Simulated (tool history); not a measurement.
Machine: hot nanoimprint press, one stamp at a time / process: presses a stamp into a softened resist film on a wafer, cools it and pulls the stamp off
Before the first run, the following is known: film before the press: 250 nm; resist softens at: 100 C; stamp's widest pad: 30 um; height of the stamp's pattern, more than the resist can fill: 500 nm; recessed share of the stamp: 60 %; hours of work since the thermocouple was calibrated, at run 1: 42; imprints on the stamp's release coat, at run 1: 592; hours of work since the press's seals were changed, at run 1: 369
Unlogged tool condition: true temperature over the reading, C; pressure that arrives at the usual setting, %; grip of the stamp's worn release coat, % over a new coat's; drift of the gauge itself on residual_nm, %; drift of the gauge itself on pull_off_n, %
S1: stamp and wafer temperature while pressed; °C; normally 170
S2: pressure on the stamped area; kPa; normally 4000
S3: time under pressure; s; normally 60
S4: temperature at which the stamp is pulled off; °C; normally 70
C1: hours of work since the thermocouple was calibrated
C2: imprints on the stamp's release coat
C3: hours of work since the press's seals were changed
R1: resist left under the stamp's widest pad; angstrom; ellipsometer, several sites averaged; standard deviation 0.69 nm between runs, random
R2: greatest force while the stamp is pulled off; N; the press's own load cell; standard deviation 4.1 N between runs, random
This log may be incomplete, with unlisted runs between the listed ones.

| run | hour | S1 | S2 | S3 | S4 | C1 | C2 | C3 | R1 | R2 |
|---|---|---|---|---|---|---|---|---|---|---|
| 1 | 0 | 170 | 4000 | 60 | 70 | 42 | 592 | 369 | 1214 | 199 |
|  | 47.4 | stamp cleaned and given a new release coat |
| 2 | 87.2 | 170 | 4000 | 60 | 70 | 96 | 146 | 423 | 1208 | 195 |
| 3 | 167 | 170 | 4000 | 60 | 58 | 149 | 437 | 476 | 1209 | 216 |
| 4 | 208.3 | 170 | 4000 | 60 | 58 | 177 | 588 | 503 | 1211 | 214 |
|  | 230 | press's hydraulic seals changed and the load cell set to zero |
|  | 261 | stamp cleaned and given a new release coat |
| 5 | 306.9 | 170 | 4000 | 89 | 70 | 233 | 168 | 47 | 1060 | 197 |
| 6 | 382.6 | 170 | 4000 | 89 | 70 | 283 | 444 | 97 | 1056 | 195 |
|  | 466.9 | stamp cleaned and given a new release coat |
| 7 | 466.9 | 170 | 4000 | 60 | 70 | 335 | 0 | 150 | 1220 | 195 |
|  | 511.9 | plate thermocouple calibrated |
| 8 | 520.4 | 170 | 4000 | 60 | 70 | 6 | 185 | 183 | 1209 | 203 |
| 9 | 586.9 | 170 | 4000 | 60 | 70 | 50 | 428 | 227 | 1208 | 195 |
|  | 677.2 | stamp cleaned and given a new release coat |
| 10 | 678 | 170 | 4000 | 60 | 70 | 106 | 3 | 284 | 1216 | 196 |
| 11 | 729 | 170 | 4000 | 60 | 70 | 140 | 189 | 318 | 1214 | 199 |
| 12 | 799 | 164 | 4000 | 60 | 70 | 187 | 445 | 364 | 1555 | 204 |
| 13 | 836.6 | 164 | 4000 | 60 | 70 | 212 | 583 | 389 | 1534 | 195 |
|  | 884.7 | stamp cleaned and given a new release coat |
| 14 | 913.1 | 164 | 4000 | 60 | 70 | 259 | 103 | 436 | 1553 | 197 |
| 15 | 981.4 | 163 | 4580 | 66 | 56 | 304 | 353 | 482 | 1475 | 215 |
|  | 1042.1 | press's hydraulic seals changed and the load cell set to zero |
| 16 | 1042.2 | 170 | 4000 | 54 | 61 | 339 | 546 | 0 | 1238 | 217 |
|  | 1082.3 | plate thermocouple calibrated |
|  | 1102.1 | stamp cleaned and given a new release coat |
| 17 | 1134.2 | 159 | 6210 | 81 | 69 | 30 | 117 | 55 | 1440 | 199 |
| 18 | 1197.3 | 180 | 4000 | 60 | 70 | 72 | 348 | 97 | 798 | 202 |
| 19 | 1280.1 | 174 | 5180 | 60 | 70 | 128 | 651 | 152 | 874 | 204 |
|  | 1309.6 | stamp cleaned and given a new release coat |
| 20 | 1364.1 | 174 | 5180 | 60 | 70 | 179 | 199 | 204 | 893 | 198 |
| 21 | 1413.7 | 174 | 5180 | 60 | 70 | 212 | 380 | 237 | 887 | 196 |
| 22 | 1456.9 | 163 | 5180 | 94 | 70 | 241 | 538 | 266 | 1264 | 201 |
|  | 1514.7 | stamp cleaned and given a new release coat |
| 23 | 1543.8 | 163 | 5180 | 94 | 70 | 295 | 106 | 320 | 1247 | 201 |
| 24 | 1582.2 | 163 | 4550 | 38 | 64 | 320 | 246 | 345 | 1735 | 212 |
| 25 | 1618 | 170 | 4000 | 60 | 72 | 344 | 377 | 369 | 1211 | 193 |
|  | 1648.2 | plate thermocouple calibrated |
| 26 | 1679.9 | 170 | 4000 | 60 | 72 | 21 | 592 | 408 | 1210 | 201 |
|  | 1722 | stamp cleaned and given a new release coat |
| 27 | 1722 | 170 | 4430 | 105 | 62 | 45 | 0 | 432 | 941 | 211 |
| 28 | 1759.1 | 170 | 4430 | 105 | 62 | 70 | 136 | 457 | 940 | 195 |

Below are 3 alternative next runs, each starting from the tool's condition after run 28. Predict each:
|  | 1855.3 | press's hydraulic seals changed and the load cell set to zero |
| A | 1855.8 | 170 | 4000 | 60 | 66 | 129 | 460 | 0 | ? | ? |
|  | 1855.3 | press's hydraulic seals changed and the load cell set to zero |
| B | 1855.8 | 169 | 4000 | 72 | 67 | 129 | 460 | 0 | ? | ? |
|  | 1855.3 | press's hydraulic seals changed and the load cell set to zero |
| C | 1855.8 | 167 | 4430 | 33 | 62 | 129 | 460 | 0 | ? | ? |

| run | R1 | R2 |
|---|---|---|
| A | 1202 | 206 |
| B | 1192 | 205 |
| C | 1553 | 213 |
Had the tool no hidden state, the same runs would have come out as:
| run | R1 | R2 |
|---|---|---|
| A | 1201 | 204 |
| B | 1190 | 203 |
| C | 1551 | 211 |
